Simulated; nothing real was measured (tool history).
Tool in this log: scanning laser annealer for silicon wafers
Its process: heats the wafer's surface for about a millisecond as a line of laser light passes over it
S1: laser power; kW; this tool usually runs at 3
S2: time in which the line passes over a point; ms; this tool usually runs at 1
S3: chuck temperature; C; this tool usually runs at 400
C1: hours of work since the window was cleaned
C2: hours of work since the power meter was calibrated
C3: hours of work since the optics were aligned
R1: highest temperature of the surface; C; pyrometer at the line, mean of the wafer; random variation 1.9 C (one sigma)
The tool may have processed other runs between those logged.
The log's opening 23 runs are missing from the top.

{"run": 24, "hour": 414.8, "S1": 2.923, "S2": 0.8, "S3": 428, "C1": 65, "C2": 321, "C3": 556, "R1": 1016}
{"run": 25, "hour": 438.8, "S1": 2.923, "S2": 0.8, "S3": 396, "C1": 76, "C2": 332, "C3": 567, "R1": 980}
{"run": 26, "hour": 464.3, "S1": 2.923, "S2": 0.8, "S3": 396, "C1": 88, "C2": 343, "C3": 579, "R1": 983}
{"run": 27, "hour": 478.8, "S1": 2.999, "S2": 0.76, "S3": 394, "C1": 94, "C2": 350, "C3": 586, "R1": 977}
{"run": 28, "hour": 491.5, "S1": 2.639, "S2": 0.81, "S3": 364, "C1": 100, "C2": 356, "C3": 591, "R1": 893}
{"run": 29, "hour": 512.1, "S1": 3.209, "S2": 0.71, "S3": 400, "C1": 109, "C2": 365, "C3": 601, "R1": 998}
{"run": 30, "hour": 529.3, "S1": 2.726, "S2": 1.2, "S3": 387, "C1": 117, "C2": 373, "C3": 608, "R1": 1076}
{"run": 31, "hour": 548.8, "S1": 2.726, "S2": 1.2, "S3": 387, "C1": 126, "C2": 382, "C3": 617, "R1": 1077}
{"run": 32, "hour": 574.2, "S1": 3.22, "S2": 1.05, "S3": 377, "C1": 138, "C2": 393, "C3": 629, "R1": 1132}
{"run": 33, "hour": 586.8, "S1": 3.261, "S2": 1.15, "S3": 400, "C1": 143, "C2": 399, "C3": 635, "R1": 1206}
{"run": 34, "hour": 607.7, "S1": 3.138, "S2": 1.23, "S3": 430, "C1": 153, "C2": 408, "C3": 644, "R1": 1234}
{"run": 35, "hour": 629.5, "S1": 3.138, "S2": 1.23, "S3": 430, "C1": 163, "C2": 418, "C3": 654, "R1": 1233}

Forecast each of these 5 alternatives for the next run:
{"run": "A", "hour": 646.3, "S1": 3, "S2": 1.15, "S3": 394, "C1": 170, "C2": 426, "C3": 661, "R1": "?"}
{"run": "B", "hour": 646.3, "S1": 3, "S2": 1, "S3": 417, "C1": 170, "C2": 426, "C3": 661, "R1": "?"}
{"run": "C", "hour": 646.3, "S1": 3.085, "S2": 1.23, "S3": 430, "C1": 170, "C2": 426, "C3": 661, "R1": "?"}
{"run": "D", "hour": 646.3, "S1": 3.138, "S2": 0.86, "S3": 430, "C1": 170, "C2": 426, "C3": 661, "R1": "?"}
{"run": "E", "hour": 646.3, "S1": 3.083, "S2": 1, "S3": 404, "C1": 170, "C2": 426, "C3": 661, "R1": "?"}

run=A R1=1129
run=B R1=1096
run=C R1=1219
run=D R1=1077
run=E R1=1100
Take away the tool's hidden state, keep each run's random variation, and the runs would have read:
run=A R1=1154
run=B R1=1119
run=C R1=1246
run=D R1=1099
run=E R1=1124
